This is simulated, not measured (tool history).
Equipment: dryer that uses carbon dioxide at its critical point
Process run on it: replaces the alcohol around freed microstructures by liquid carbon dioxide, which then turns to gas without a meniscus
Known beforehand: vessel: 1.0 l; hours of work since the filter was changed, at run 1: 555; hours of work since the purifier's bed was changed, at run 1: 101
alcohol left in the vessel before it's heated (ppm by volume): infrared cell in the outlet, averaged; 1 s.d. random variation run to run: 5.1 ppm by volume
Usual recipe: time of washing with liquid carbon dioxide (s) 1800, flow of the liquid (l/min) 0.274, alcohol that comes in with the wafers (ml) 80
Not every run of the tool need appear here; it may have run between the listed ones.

| run | hour | time of washing with liquid carbon dioxide (s) | flow of the liquid (l/min) | alcohol that comes in with the wafers (ml) | hours of work since the filter was changed | hours of work since the purifier's bed was changed | alcohol left in the vessel before it's heated (ppm by volume) |
|---|---|---|---|---|---|---|---|
| 1 | 0 | 1800 | 0.274 | 80 | 555 | 101 | 222 |
| 2 | 14.3 | 1800 | 0.274 | 80 | 562 | 107 | 223 |
|  | 24 | inlet filter changed |
| 3 | 31.5 | 1800 | 0.274 | 80 | 3 | 114 | 95 |
| 4 | 43.5 | 1800 | 0.274 | 80 | 8 | 119 | 90 |
| 5 | 55.1 | 1260 | 0.274 | 80 | 13 | 124 | 612 |
| 6 | 63.6 | 1260 | 0.274 | 80 | 17 | 127 | 609 |
| 7 | 72 | 1260 | 0.274 | 80 | 20 | 131 | 608 |
| 8 | 85.3 | 1800 | 0.179 | 80 | 26 | 137 | 961 |
| 9 | 93.2 | 1800 | 0.179 | 95 | 29 | 140 | 1099 |
| 10 | 100.3 | 1800 | 0.179 | 95 | 32 | 143 | 1112 |
| 11 | 108.1 | 1800 | 0.179 | 95 | 35 | 146 | 1110 |
| 12 | 118.7 | 1800 | 0.179 | 95 | 40 | 151 | 1127 |
| 13 | 126 | 1800 | 0.179 | 95 | 43 | 154 | 1155 |
| 14 | 141.1 | 1800 | 0.274 | 80 | 49 | 160 | 98 |
| 15 | 156.4 | 1800 | 0.274 | 80 | 56 | 166 | 111 |
| 16 | 167.5 | 1800 | 0.274 | 80 | 61 | 171 | 103 |
| 17 | 174.7 | 1800 | 0.274 | 80 | 64 | 174 | 116 |
| 18 | 189.5 | 1800 | 0.274 | 80 | 70 | 180 | 106 |
| 19 | 200.8 | 1800 | 0.274 | 80 | 75 | 185 | 105 |
| 20 | 216.1 | 1800 | 0.274 | 80 | 81 | 192 | 111 |
| 21 | 224.9 | 1800 | 0.274 | 40 | 85 | 195 | 78 |
| 22 | 236.8 | 1800 | 0.274 | 40 | 90 | 200 | 76 |
| 23 | 247.5 | 1800 | 0.274 | 40 | 94 | 205 | 79 |
| 24 | 262.9 | 1800 | 0.274 | 40 | 101 | 211 | 68 |
| 25 | 278.6 | 1800 | 0.274 | 40 | 107 | 218 | 72 |
| 26 | 293.1 | 1800 | 0.391 | 110 | 114 | 224 | 41 |
| 27 | 308.6 | 1800 | 0.391 | 110 | 120 | 231 | 42 |
| 28 | 321.9 | 2820 | 0.295 | 23 | 126 | 236 | 36 |
| 29 | 329.4 | 2820 | 0.295 | 23 | 129 | 240 | 53 |
| 30 | 343.1 | 1320 | 0.254 | 79 | 135 | 245 | 840 |
| 31 | 354.7 | 1320 | 0.381 | 36 | 140 | 250 | 73 |
| 32 | 367.9 | 1260 | 0.437 | 42 | 145 | 256 | 58 |
| 33 | 382.5 | 2160 | 0.239 | 29 | 151 | 262 | 63 |
| 34 | 397.9 | 2160 | 0.239 | 29 | 158 | 268 | 74 |
| 35 | 413 | 2160 | 0.239 | 29 | 164 | 275 | 62 |
| 36 | 426.9 | 1080 | 0.274 | 82 | 170 | 281 | 1459 |
| 37 | 438.5 | 1800 | 0.431 | 74 | 175 | 286 | 51 |
| 38 | 455 | 2280 | 0.427 | 24 | 182 | 293 | 41 |
| 39 | 469.3 | 2040 | 0.185 | 65 | 188 | 299 | 477 |
| 40 | 485.7 | 2040 | 0.185 | 65 | 195 | 305 | 490 |
| 41 | 501.2 | 2400 | 0.274 | 37 | 201 | 312 | 52 |
| 42 | 516.7 | 1560 | 0.362 | 106 | 208 | 319 | 92 |
| 43 | 529.8 | 1440 | 0.263 | 60 | 213 | 324 | 428 |
| 44 | 537.2 | 1380 | 0.173 | 80 | 217 | 327 | 3535 |
| 45 | 546.1 | 1380 | 0.173 | 80 | 220 | 331 | 3598 |
| 46 | 559.5 | 1380 | 0.268 | 77 | 226 | 337 | 586 |

What if the next run were any one of these 4? Each begins from the tool's condition after run 46:
| A | 573.2 | 1380 | 0.268 | 25 | 232 | 342 | ? |
| B | 573.2 | 2520 | 0.268 | 30 | 232 | 342 | ? |
| C | 573.2 | 2160 | 0.251 | 119 | 232 | 342 | ? |
| D | 573.2 | 1380 | 0.268 | 99 | 232 | 342 | ? |

| run | alcohol left in the vessel before it's heated (ppm by volume) |
|---|---|
| A | 235 |
| B | 52 |
| C | 135 |
| D | 753 |
The same runs, with their run-to-run variation unchanged, on a tool lacking any hidden condition would have given:
| run | alcohol left in the vessel before it's heated (ppm by volume) |
|---|---|
| A | 132 |
| B | 3 |
| C | 53 |
| D | 493 |

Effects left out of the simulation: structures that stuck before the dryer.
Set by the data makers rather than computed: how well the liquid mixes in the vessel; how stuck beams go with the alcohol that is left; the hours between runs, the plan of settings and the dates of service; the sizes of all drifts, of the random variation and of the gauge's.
